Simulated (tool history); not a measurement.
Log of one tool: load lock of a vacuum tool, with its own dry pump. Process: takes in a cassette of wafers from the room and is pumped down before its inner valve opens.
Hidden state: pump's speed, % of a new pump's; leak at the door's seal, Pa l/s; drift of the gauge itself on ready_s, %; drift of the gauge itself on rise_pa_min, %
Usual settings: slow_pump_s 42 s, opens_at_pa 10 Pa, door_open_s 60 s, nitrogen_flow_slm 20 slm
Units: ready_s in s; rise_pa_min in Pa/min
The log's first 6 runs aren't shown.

run,day,slow_pump_s,opens_at_pa,door_open_s,nitrogen_flow_slm,hours that the pump has run since its overhaul,times that the door has closed on its seal,"incoming humidity of the room's air, %",ready_s,rise_pa_min
7,38.217,42,10,60,20,2958,14396,44.2,90.8,0.079
8,46.175,42,10,60,20,3149,15048,43.3,91.0,0.079
9,54.854,42,10,60,20,3358,15758,44.5,92.2,0.091
10,62.362,42,10,60,20,3538,16373,43.7,91.4,0.092
11,69.292,42,10,60,11,3704,16940,45.8,91.9,0.102
12,73.875,58,10,60,20,3814,17315,47.1,103.5,0.099
13,81.112,58,10,60,20,3988,17908,43.6,103.6,0.097
14,85.554,42,10,60,31,4094,18272,42.9,91.8,0.095
15,90.708,42,10,60,31,4218,18694,45.3,92.4,0.099
16,94.717,42,19,60,16,4314,19022,47.2,87.2,0.114
17,102.571,42,10,60,20,4503,19665,42.9,90.6,0.106
18,110.029,42,10,60,20,4682,20275,46.6,91.8,0.110
19,116.904,38,10,187,20,4847,20838,46.8,88.1,0.154
20,126.388,42,13,60,20,5074,21615,44.6,90.3,0.124
21,134.950,42,8,60,17,5280,22316,47.1,93.6,0.132
22,141.738,42,10,60,7,5443,22871,48.1,91.3,0.149
23,148.017,42,10,75,12,5594,23385,45.4,92.7,0.152
24,154.362,42,7,60,6,5746,23905,43.1,95.5,0.150
25,158.608,42,7,60,6,5848,24253,44.3,94.2,0.160
26,166.358,30,12,50,9,6034,24887,46.5,81.1,0.155
27,173.471,30,12,50,9,6204,25469,42.0,81.7,0.154
28,181.321,51,16,69,12,6393,26112,45.3,95.8,0.169
29,186.583,51,16,69,12,6519,26543,43.1,94.8,0.176
30,194.388,27,17,77,5,6706,27182,45.7,77.6,0.181

3 ways to go on from here, each from the tool as it stands after run 30. What would each give?
A,198.812,42,10,50,7,6813,27544,45.9,?,?
B,198.812,46,17,231,27,6813,27544,44.2,?,?
C,198.812,52,10,60,20,6813,27544,45.2,?,?

run,ready_s,rise_pa_min
A,92.6,0.175
B,91.6,0.205
C,99.3,0.163
Without the tool's hidden state the same runs would have given:
run,ready_s,rise_pa_min
A,90.7,0.042
B,90.0,0.070
C,97.6,0.032
